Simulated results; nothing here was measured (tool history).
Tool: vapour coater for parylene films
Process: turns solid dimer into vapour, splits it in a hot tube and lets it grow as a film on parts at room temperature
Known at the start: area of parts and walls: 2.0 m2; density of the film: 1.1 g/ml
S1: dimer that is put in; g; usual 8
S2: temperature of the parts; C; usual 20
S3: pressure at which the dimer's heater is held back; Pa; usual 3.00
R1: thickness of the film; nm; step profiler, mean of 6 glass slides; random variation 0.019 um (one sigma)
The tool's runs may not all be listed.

run 1 hour=0.0 | S1=8 S2=20 S3=3.00 | R1=2520
run 2 hour=55.1 | S1=8 S2=20 S3=8.08 | R1=2060
run 3 hour=87.2 | S1=8 S2=20 S3=6.28 | R1=2140
run 4 hour=119.5 | S1=8 S2=20 S3=6.28 | R1=2120
run 5 hour=178.2 | S1=8 S2=20 S3=6.28 | R1=2100
run 6 hour=253.8 | S1=8 S2=20 S3=10.95 | R1=2140
run 7 hour=322.6 | S1=8 S2=20 S3=3.00 | R1=2820
run 8 hour=376.7 | S1=8 S2=20 S3=3.00 | R1=2790
run 9 hour=407.3 | S1=4 S2=20 S3=3.00 | R1=1400
run 10 hour=453.0 | S1=8 S2=19 S3=3.00 | R1=2850
run 11 hour=516.6 | S1=8 S2=19 S3=3.00 | R1=2820
run 12 hour=585.6 | S1=8 S2=19 S3=3.00 | R1=2780
run 13 hour=629.4 | S1=8 S2=23 S3=11.14 | R1=1840
run 14 hour=701.5 | S1=8 S2=23 S3=2.77 | R1=2410
run 15 hour=761.4 | S1=13 S2=15 S3=2.77 | R1=5210
run 16 hour=816.5 | S1=13 S2=30 S3=2.77 | R1=2950
run 17 hour=881.9 | S1=11 S2=20 S3=5.71 | R1=3100
run 18 hour=947.9 | S1=7 S2=25 S3=3.00 | R1=1820

Not shown: 3 entries that the log had between the listed runs. Between which runs, and how does the tool's hidden state differ before and after?
Between runs 5 and 6: trap's valve overhauled (hour 204.5)
  vapour lost through the trap's worn valve, %: 14.1 -> 1; true temperature of the parts over the reading, C: -0.08 -> -0.12
  measured less the result without the state, R1: -340 -> -10 nm
Between runs 8 and 9: table's thermometer calibrated (hour 382.1)
  vapour lost through the trap's worn valve, %: 3 -> 3.4; true temperature of the parts over the reading, C: -0.19 -> -0.29
  measured less the result without the state, R1: -60 -> -30 nm
Between runs 11 and 12: table's thermometer calibrated, once more (hour 546.0)
  vapour lost through the trap's worn valve, %: 5.2 -> 6.4; true temperature of the parts over the reading, C: -0.35 -> -0.21
  measured less the result without the state, R1: -120 -> -160 nm
